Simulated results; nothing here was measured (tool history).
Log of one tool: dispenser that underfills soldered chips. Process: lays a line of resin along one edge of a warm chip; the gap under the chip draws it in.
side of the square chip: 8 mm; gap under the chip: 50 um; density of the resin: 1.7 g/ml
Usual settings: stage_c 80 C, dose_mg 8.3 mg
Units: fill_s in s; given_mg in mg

| run | hour | stage_c | dose_mg | fill_s | given_mg |
|---|---|---|---|---|---|
| 1 | 0 | 80 | 8.3 | 125.4 | 8.182 |
| 2 | 4.1 | 80 | 8.3 | 144.8 | 8.155 |
| 3 | 7.2 | 80 | 8.3 | 97.1 | 8.153 |
| 4 | 11.4 | 80 | 7.96 | 114 | 7.81 |
| 5 | 13.9 | 80 | 8.3 | 126.5 | 8.13 |
| 6 | 19.3 | 80 | 8.3 | 91.8 | 8.136 |
| 7 | 23.9 | 80 | 8.3 | 108.9 | 8.12 |
| 8 | 26.5 | 80 | 8.3 | 120.1 | 8.123 |
| 9 | 29.6 | 80 | 8.3 | 136.4 | 8.123 |
| 10 | 35.3 | 80 | 8.3 | 99.8 | 8.328 |
| 11 | 37.6 | 80 | 8.3 | 110.3 | 8.312 |
| 12 | 41.3 | 80 | 8.3 | 126.2 | 8.283 |
| 13 | 46.1 | 80 | 8.3 | 90.7 | 8.298 |
| 14 | 51.2 | 80 | 8.3 | 106.2 | 8.268 |
| 15 | 55.2 | 80 | 8.3 | 126.3 | 8.277 |
| 16 | 58.3 | 80 | 8.3 | 140.2 | 8.286 |
| 17 | 63.1 | 80 | 8.3 | 103.9 | 8.261 |
| 18 | 66.6 | 80 | 8.3 | 118.3 | 8.255 |
| 19 | 71 | 71 | 7.1 | 208.4 | 7.055 |
| 20 | 75.9 | 90 | 7.1 | 67 | 7.034 |
| 21 | 80.5 | 74 | 9.49 | 148 | 9.408 |
| 22 | 83.4 | 74 | 9.49 | 164.5 | 9.395 |
| 23 | 88.7 | 87 | 7.54 | 73.6 | 7.459 |
| 24 | 93 | 87 | 7.94 | 86.8 | 7.846 |
| 25 | 96 | 75 | 8.49 | 154.9 | 8.399 |
| 26 | 100.1 | 90 | 8.14 | 59.6 | 8.042 |
| 27 | 102.9 | 90 | 8.14 | 65.7 | 8.053 |
| 28 | 107.2 | 90 | 8.14 | 78.5 | 8.015 |
| 29 | 110.8 | 88 | 8.83 | 93.4 | 8.695 |
| 30 | 113.9 | 88 | 8.83 | 64.6 | 8.689 |
| 31 | 117.7 | 88 | 8.83 | 74.9 | 8.687 |
| 32 | 120.6 | 82 | 8.43 | 109.1 | 8.293 |
| 33 | 124.8 | 82 | 8.43 | 124.9 | 8.274 |
| 34 | 129 | 75 | 7.71 | 120.7 | 7.551 |
| 35 | 131.8 | 93 | 10.24 | 61.9 | 10.032 |

Not shown: 11 entries that the log had between the listed runs. Between which runs, and how does the tool's hidden state differ before and after?
Between runs 2 and 3: new syringe of resin (hour 5)
  resin's viscosity, % of fresh resin's: 161.1 -> 107.8; dose that the valve gives, % of what is set: 98.33 -> 98.27; true chip temperature over the reading, C: 0.58 -> 0.59
  measured less the result without the state, fill_s: +53 -> +5 s; given_mg: -0.139 -> -0.144 mg
Between runs 5 and 6: new syringe of resin (hour 18.6)
  resin's viscosity, % of fresh resin's: 138.8 -> 101.8; dose that the valve gives, % of what is set: 98.12 -> 98.02; true chip temperature over the reading, C: 0.63 -> 0.66
  measured less the result without the state, fill_s: +33.2 -> -0.6 s; given_mg: -0.156 -> -0.164 mg
Between runs 9 and 10: new syringe of resin (hour 31.8); dispensing valve cleaned and set on the balance (hour 34.1)
  resin's viscosity, % of fresh resin's: 149.9 -> 110.4; dose that the valve gives, % of what is set: 97.8 -> 100.1; true chip temperature over the reading, C: 0.72 -> 0.74
  measured less the result without the state, fill_s: +43.1 -> +6.6 s; given_mg: -0.183 -> +0.008 mg
Between runs 12 and 13: new syringe of resin (hour 46.1)
  resin's viscosity, % of fresh resin's: 138.6 -> 100.5; dose that the valve gives, % of what is set: 99.98 -> 99.87; true chip temperature over the reading, C: 0.78 -> 0.8
  measured less the result without the state, fill_s: +32.1 -> -2.7 s; given_mg: -0.002 -> -0.011 mg
Between runs 16 and 17: new syringe of resin (hour 59.3)
  resin's viscosity, % of fresh resin's: 158.8 -> 116.9; dose that the valve gives, % of what is set: 99.61 -> 99.51; true chip temperature over the reading, C: 0.87 -> 0.89
  measured less the result without the state, fill_s: +48.9 -> +11.7 s; given_mg: -0.033 -> -0.041 mg
Between runs 19 and 20: new syringe of resin (hour 72.7)
  resin's viscosity, % of fresh resin's: 156.8 -> 110.4; dose that the valve gives, % of what is set: 99.34 -> 99.23; true chip temperature over the reading, C: 0.93 -> 0.96
  measured less the result without the state, fill_s: +70.2 -> +4.1 s; given_mg: -0.047 -> -0.055 mg
Between runs 22 and 23: new syringe of resin (hour 86.3)
  resin's viscosity, % of fresh resin's: 145.9 -> 108.5; dose that the valve gives, % of what is set: 99.07 -> 98.95; true chip temperature over the reading, C: 1 -> 1.03
  measured less the result without the state, fill_s: +46.8 -> +3 s; given_mg: -0.089 -> -0.079 mg
Between runs 25 and 26: new syringe of resin (hour 99.6)
  resin's viscosity, % of fresh resin's: 142.7 -> 100.6; dose that the valve gives, % of what is set: 98.79 -> 98.7; true chip temperature over the reading, C: 1.07 -> 1.09
  measured less the result without the state, fill_s: +41.5 -> -2.1 s; given_mg: -0.102 -> -0.106 mg
Between runs 29 and 30: new syringe of resin (hour 112.9)
  resin's viscosity, % of fresh resin's: 150.1 -> 103.7; dose that the valve gives, % of what is set: 98.47 -> 98.41; true chip temperature over the reading, C: 1.15 -> 1.16
  measured less the result without the state, fill_s: +28.5 -> -0.6 s; given_mg: -0.135 -> -0.14 mg
Between runs 33 and 34: new syringe of resin (hour 126.4)
  resin's viscosity, % of fresh resin's: 156.2 -> 109.5; dose that the valve gives, % of what is set: 98.17 -> 98.08; true chip temperature over the reading, C: 1.22 -> 1.24
  measured less the result without the state, fill_s: +41 -> +4.8 s; given_mg: -0.154 -> -0.148 mg

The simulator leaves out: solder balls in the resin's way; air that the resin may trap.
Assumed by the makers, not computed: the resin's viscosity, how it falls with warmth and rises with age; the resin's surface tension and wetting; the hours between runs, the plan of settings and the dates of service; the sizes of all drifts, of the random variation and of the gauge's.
